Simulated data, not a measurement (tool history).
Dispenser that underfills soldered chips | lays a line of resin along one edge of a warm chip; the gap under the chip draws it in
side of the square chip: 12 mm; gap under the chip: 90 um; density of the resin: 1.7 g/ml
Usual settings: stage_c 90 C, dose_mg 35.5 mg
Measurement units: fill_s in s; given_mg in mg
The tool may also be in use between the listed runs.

run	day	stage_c	dose_mg	fill_s	given_mg
1	0	90	35.5	67.7	33.78
# day 0.117: new syringe of resin
# day 0.508: new syringe of resin
2	0.617	90	35.5	56.8	33.47
# day 0.883: new syringe of resin
3	1.171	90	35.7	64.4	33.24
# day 1.308: new syringe of resin
# day 1.454: dispensing valve cleaned and set on the balance
4	1.646	90	35.7	64.7	35.44
# day 1.75: new syringe of resin
# day 2.121: new syringe of resin
5	2.267	90	35.5	59.1	35.02
# day 2.5: new syringe of resin
6	2.788	90	35.5	63	34.82
# day 2.933: new syringe of resin
7	3.208	90	35.5	63.8	34.54
# day 3.333: new syringe of resin
# day 3.708: new syringe of resin
8	3.729	90	35.5	54.9	34.35
# day 4.079: new syringe of resin
9	4.125	90	40.3	56.2	39.09
# day 4.458: new syringe of resin
10	4.542	90	40.3	55.7	39.04
# day 4.829: new syringe of resin
11	4.842	90	35.5	53.8	34.13
# day 5.233: new syringe of resin
12	5.517	90	35.5	64.7	33.88
# day 5.646: new syringe of resin
# day 6.042: new syringe of resin
13	6.15	90	35.5	57.5	33.76
# day 6.446: new syringe of resin
14	6.588	90	35.5	60.7	33.54
# day 6.817: new syringe of resin
# day 7.188: new syringe of resin
15	7.242	90	35.5	57	33.36
# day 7.612: new syringe of resin
16	7.612	90	35.5	56.6	33.33
17	7.912	90	35.5	68.3	33.26
# day 8.008: new syringe of resin
# day 8.175: dispensing valve cleaned and set on the balance
# day 8.429: new syringe of resin
18	8.496	90	35.5	57.2	35.24
# day 8.821: new syringe of resin
19	8.938	90	35.5	60.4	34.98
# day 9.212: new syringe of resin
20	9.529	90	35.5	67.3	34.99
# day 9.596: new syringe of resin
21	9.892	90	35.5	68.5	34.8
# day 10: new syringe of resin
# day 10.404: new syringe of resin
22	10.529	90	35.5	61.5	34.35
# day 10.817: new syringe of resin
23	11.062	90	35.5	65.7	34.43
# day 11.2: new syringe of resin
24	11.367	84	40.1	74.4	38.95
# day 11.575: new syringe of resin
25	11.708	81	32.1	87.3	30.85
# day 11.967: new syringe of resin
26	12.05	98	30.5	45.7	29.24
# day 12.354: new syringe of resin
27	12.371	85	31.7	69.7	30.44
# day 12.771: new syringe of resin
28	12.971	96	40.9	50.2	38.71
# day 13.158: new syringe of resin
29	13.429	81	37.2	96	35.48
# day 13.542: new syringe of resin
30	13.854	90	45.7	67.5	43.13
# day 13.967: new syringe of resin
# day 14.367: new syringe of resin
31	14.396	101	35.7	39.1	33.4
32	14.704	101	35.7	48.4	33.4
# day 14.762: new syringe of resin
# day 14.9: dispensing valve cleaned and set on the balance
33	15.154	94	42.6	59.1	42.54

Pick out some run-to-run changes in fill_s. Of each, how much would a tool without hidden state show as well, from the settings, what came in and chance, and how much is left for the hidden state and any gauge scatter not in both results compared?
Unlogged tool condition in this case: resin's viscosity, % of fresh resin's; dose that the valve gives, % of what is set; true chip temperature over the reading, C; drift of the gauge itself on fill_s, %; drift of the gauge itself on given_mg, %.
Run 16 -> 17: settings left as they were, no log entry in between. fill_s +11.7 s: hidden state +12.7, all else -1.
Run 25 -> 26: stage_c 81 -> 98, dose_mg 32.1 -> 30.5, new syringe of resin. fill_s -41.6 s: hidden state -12.3, all else -29.3.
Run 28 -> 29: stage_c 96 -> 81, dose_mg 40.9 -> 37.2, new syringe of resin. fill_s +45.8 s: hidden state +16.7, all else +29.1.
Run 29 -> 30: stage_c 81 -> 90, dose_mg 37.2 -> 45.7, new syringe of resin. fill_s -28.5 s: hidden state -8.9, all else -19.6.
Run 30 -> 31: stage_c 90 -> 101, dose_mg 45.7 -> 35.7, new syringe of resin, new syringe of resin. fill_s -28.4 s: hidden state -13.7, all else -14.7.
